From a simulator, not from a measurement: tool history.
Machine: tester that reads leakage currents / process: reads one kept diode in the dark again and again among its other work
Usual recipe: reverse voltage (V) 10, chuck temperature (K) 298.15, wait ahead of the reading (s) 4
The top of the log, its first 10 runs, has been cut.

| run | hour | reverse voltage (V) | chuck temperature (K) | wait ahead of the reading (s) | current that the tester gives (pA) |
|---|---|---|---|---|---|
| 11 | 516.4 | 10 | 329.15 | 4 | 3577.32 |
| 12 | 561 | 10 | 298.15 | 0.52 | 233.44 |
| 13 | 601 | 10 | 330.15 | 4 | 3889.82 |
| 14 | 676.7 | 3.9 | 298.15 | 4 | 157.68 |
| 15 | 719.4 | 10 | 298.15 | 4 | 231.27 |
|  | 784.8 | chuck's temperature calibrated |
| 16 | 787 | 10 | 298.15 | 1.72 | 231.16 |
| 17 | 850.3 | 10 | 298.15 | 1.72 | 231.64 |
| 18 | 926 | 4.1 | 314.15 | 6.3 | 708.7 |
| 19 | 979.7 | 11.2 | 329.15 | 0.45 | 3772.37 |
| 20 | 1035.9 | 2 | 300.15 | 1.7 | 146.74 |
| 21 | 1106.2 | 1.5 | 298.15 | 2.38 | 107.69 |
| 22 | 1170.6 | 1.5 | 298.15 | 2.38 | 108.1 |
| 23 | 1211.7 | 17.3 | 327.15 | 0.73 | 3796.71 |
| 24 | 1274.5 | 3.9 | 322.15 | 0.55 | 1392.99 |
| 25 | 1329.8 | 3.9 | 322.15 | 0.55 | 1387.06 |
| 26 | 1385.2 | 3.9 | 322.15 | 0.55 | 1384.88 |
| 27 | 1443.3 | 1.7 | 297.15 | 4 | 102.52 |
| 28 | 1478.3 | 6.4 | 312.15 | 4 | 713.2 |
| 29 | 1531.3 | 2.3 | 305.15 | 2.79 | 249.19 |
| 30 | 1609 | 2.3 | 324.15 | 0.36 | 1319.83 |
| 31 | 1647.5 | 5.5 | 295.15 | 2.13 | 136.03 |

Consider 5 possible next runs. They are alternatives, not a sequence: every one starts from the tool as it was left by run 31. What does each give?
| A | 1681.4 | 5.5 | 307.15 | 2.13 | ? |
| B | 1681.4 | 10 | 305.15 | 4.04 | ? |
| C | 1681.4 | 5.5 | 329.15 | 2.13 | ? |
| D | 1681.4 | 1.8 | 333.15 | 1.46 | ? |
| E | 1681.4 | 15.3 | 308.15 | 0.71 | ? |

| run | current that the tester gives (pA) |
|---|---|
| A | 427.48 |
| B | 450.72 |
| C | 2813.18 |
| D | 2469.9 |
| E | 708.38 |
With no hidden state in the tool, these same runs would have given:
| run | current that the tester gives (pA) |
|---|---|
| A | 427.79 |
| B | 450.87 |
| C | 2816.17 |
| D | 2472.6 |
| E | 708.62 |

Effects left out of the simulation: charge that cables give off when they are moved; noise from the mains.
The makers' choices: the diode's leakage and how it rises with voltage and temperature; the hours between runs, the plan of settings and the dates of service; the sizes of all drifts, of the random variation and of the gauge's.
